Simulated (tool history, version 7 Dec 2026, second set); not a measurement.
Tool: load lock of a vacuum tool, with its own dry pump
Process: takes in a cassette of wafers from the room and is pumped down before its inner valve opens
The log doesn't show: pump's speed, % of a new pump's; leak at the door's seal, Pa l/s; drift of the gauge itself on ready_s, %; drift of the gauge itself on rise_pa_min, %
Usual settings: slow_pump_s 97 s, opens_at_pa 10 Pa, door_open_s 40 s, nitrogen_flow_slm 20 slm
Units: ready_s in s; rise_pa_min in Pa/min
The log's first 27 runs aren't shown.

| run | hour | slow_pump_s | opens_at_pa | door_open_s | nitrogen_flow_slm | hours that the pump has run since its overhaul | times that the door has closed on its seal | incoming humidity of the room's air, % | ready_s | rise_pa_min |
|---|---|---|---|---|---|---|---|---|---|---|
| 28 | 13003 | 70 | 8 | 51 | 20 | 4496 | 15935 | 48.7 | 131.2 | 0.313 |
| 29 | 13396.6 | 70 | 8 | 51 | 18 | 4890 | 17174 | 44.4 | 132.8 | 0.346 |
| 30 | 13899.4 | 97 | 10 | 40 | 5 | 5392 | 18758 | 46 | 153.9 | 0.392 |
| 31 | 14270.3 | 97 | 10 | 40 | 5 | 5763 | 19926 | 44.4 | 153.1 | 0.429 |
| 32 | 14679.5 | 97 | 10 | 40 | 5 | 6173 | 21214 | 43.6 | 154.3 | 0.479 |
| 33 | 14972.7 | 109 | 10 | 113 | 7 | 6466 | 22137 | 41.5 | 162.9 | 0.521 |
| 34 | 15634.6 | 109 | 10 | 108 | 25 | 7128 | 24221 | 45.3 | 162.7 | 0.582 |
| 35 | 16132.9 | 109 | 10 | 108 | 25 | 7626 | 25790 | 44.6 | 163.5 | 0.641 |
|  | 16171.4 | door's seal changed, seat wiped |
| 36 | 16519.9 | 109 | 10 | 108 | 25 | 8011 | 1097 | 45.5 | 164.9 | 0.052 |
| 37 | 16941.4 | 142 | 8 | 119 | 30 | 8433 | 2425 | 46.3 | 194.7 | 0.062 |
| 38 | 17626.6 | 117 | 9 | 86 | 22 | 9118 | 4582 | 40.5 | 172.4 | 0.084 |

Forecast each of these 3 alternatives for the next run:
| A | 18221.4 | 97 | 14 | 40 | 20 | 9713 | 6455 | 45.2 | ? | ? |
| B | 18221.4 | 117 | 8 | 86 | 12 | 9713 | 6455 | 46.7 | ? | ? |
| C | 18221.4 | 97 | 10 | 215 | 22 | 9713 | 6455 | 42 | ? | ? |

| run | ready_s | rise_pa_min |
|---|---|---|
| A | 151.3 | 0.1 |
| B | 174.1 | 0.122 |
| C | 156.5 | 0.131 |
Without the tool's hidden state the same runs would have given:
| run | ready_s | rise_pa_min |
|---|---|---|
| A | 147.1 | 0.027 |
| B | 169.9 | 0.05 |
| C | 152.1 | 0.059 |
